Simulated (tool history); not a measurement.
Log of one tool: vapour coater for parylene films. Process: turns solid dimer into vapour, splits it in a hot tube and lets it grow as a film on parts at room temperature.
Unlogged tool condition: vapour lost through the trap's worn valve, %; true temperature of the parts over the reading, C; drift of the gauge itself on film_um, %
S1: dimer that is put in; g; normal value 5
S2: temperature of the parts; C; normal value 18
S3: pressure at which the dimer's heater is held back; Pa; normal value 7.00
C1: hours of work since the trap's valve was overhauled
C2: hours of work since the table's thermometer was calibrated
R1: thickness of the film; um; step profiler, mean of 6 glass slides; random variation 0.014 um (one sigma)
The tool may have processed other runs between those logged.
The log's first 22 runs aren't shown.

{"run": 23, "day": 26.267, "S1": 6, "S2": 18, "S3": 2.44, "C1": 133, "C2": 1821, "R1": 1.87}
{"run": 24, "day": 27.488, "S1": 2, "S2": 16, "S3": 9.82, "C1": 158, "C2": 1845, "R1": 0.57}
{"run": 25, "day": 28.654, "S1": 9, "S2": 18, "S3": 4.34, "C1": 181, "C2": 1868, "R1": 2.63}
{"run": 26, "day": 29.717, "S1": 3, "S2": 27, "S3": 2.37, "C1": 202, "C2": 1889, "R1": 0.74}
{"run": 27, "day": 30.7, "S1": 8, "S2": 30, "S3": 10.89, "C1": 221, "C2": 1909, "R1": 1.67}
{"run": 28, "day": 32.117, "S1": 5, "S2": 12, "S3": 7.0, "C1": 249, "C2": 1937, "R1": 1.54}
{"run": 29, "day": 33.012, "S1": 4, "S2": 16, "S3": 7.0, "C1": 267, "C2": 1954, "R1": 1.15}
{"run": 30, "day": 33.75, "S1": 4, "S2": 15, "S3": 7.0, "C1": 282, "C2": 1969, "R1": 1.17}
{"run": 31, "day": 35.062, "S1": 6, "S2": 21, "S3": 6.67, "C1": 308, "C2": 1995, "R1": 1.53}
{"run": 32, "day": 36.283, "S1": 6, "S2": 21, "S3": 6.67, "C1": 332, "C2": 2019, "R1": 1.55}
{"run": 33, "day": 37.538, "S1": 5, "S2": 18, "S3": 3.01, "C1": 357, "C2": 2044, "R1": 1.45}
{"run": 34, "day": 38.629, "S1": 5, "S2": 18, "S3": 7.0, "C1": 379, "C2": 2066, "R1": 1.35}
{"run": 35, "day": 39.408, "S1": 5, "S2": 18, "S3": 7.0, "C1": 394, "C2": 2081, "R1": 1.33}
{"run": 36, "day": 40.696, "S1": 5, "S2": 18, "S3": 7.0, "C1": 420, "C2": 2107, "R1": 1.32}
{"run": 37, "day": 42.092, "S1": 4, "S2": 11, "S3": 2.23, "C1": 447, "C2": 2135, "R1": 1.38}
{"run": 38, "day": 42.925, "S1": 4, "S2": 11, "S3": 2.23, "C1": 464, "C2": 2151, "R1": 1.35}
{"run": 39, "day": 44.417, "S1": 3, "S2": 23, "S3": 6.39, "C1": 494, "C2": 2181, "R1": 0.71}
{"run": 40, "day": 45.479, "S1": 5, "S2": 19, "S3": 3.97, "C1": 515, "C2": 2202, "R1": 1.37}
{"day": 46.329, "done": "table's thermometer calibrated"}
{"run": 41, "day": 46.679, "S1": 3, "S2": 10, "S3": 7.0, "C1": 538, "C2": 7, "R1": 0.94}
{"run": 42, "day": 47.529, "S1": 5, "S2": 18, "S3": 3.95, "C1": 554, "C2": 24, "R1": 1.39}
{"run": 43, "day": 49.083, "S1": 8, "S2": 18, "S3": 5.85, "C1": 585, "C2": 55, "R1": 2.11}
{"run": 44, "day": 50.212, "S1": 4, "S2": 24, "S3": 10.29, "C1": 608, "C2": 77, "R1": 0.87}
{"run": 45, "day": 51.017, "S1": 4, "S2": 24, "S3": 10.29, "C1": 624, "C2": 93, "R1": 0.89}
{"day": 51.817, "done": "trap's valve overhauled"}
{"run": 46, "day": 52.633, "S1": 4, "S2": 24, "S3": 10.29, "C1": 16, "C2": 122, "R1": 0.98}

Branching from run 46: 4 alternative next runs. What would each branch give?
{"run": "A", "day": 53.358, "S1": 4, "S2": 24, "S3": 9.97, "C1": 31, "C2": 136, "R1": "?"}
{"run": "B", "day": 53.358, "S1": 4, "S2": 12, "S3": 10.29, "C1": 31, "C2": 136, "R1": "?"}
{"run": "C", "day": 53.358, "S1": 4, "S2": 24, "S3": 3.26, "C1": 31, "C2": 136, "R1": "?"}
{"run": "D", "day": 53.358, "S1": 4, "S2": 11, "S3": 10.29, "C1": 31, "C2": 136, "R1": "?"}

run=A R1=0.96
run=B R1=1.25
run=C R1=1.11
run=D R1=1.28
Take away the tool's hidden state, keep each run's random variation, and the runs would have read:
run=A R1=0.97
run=B R1=1.27
run=C R1=1.13
run=D R1=1.30

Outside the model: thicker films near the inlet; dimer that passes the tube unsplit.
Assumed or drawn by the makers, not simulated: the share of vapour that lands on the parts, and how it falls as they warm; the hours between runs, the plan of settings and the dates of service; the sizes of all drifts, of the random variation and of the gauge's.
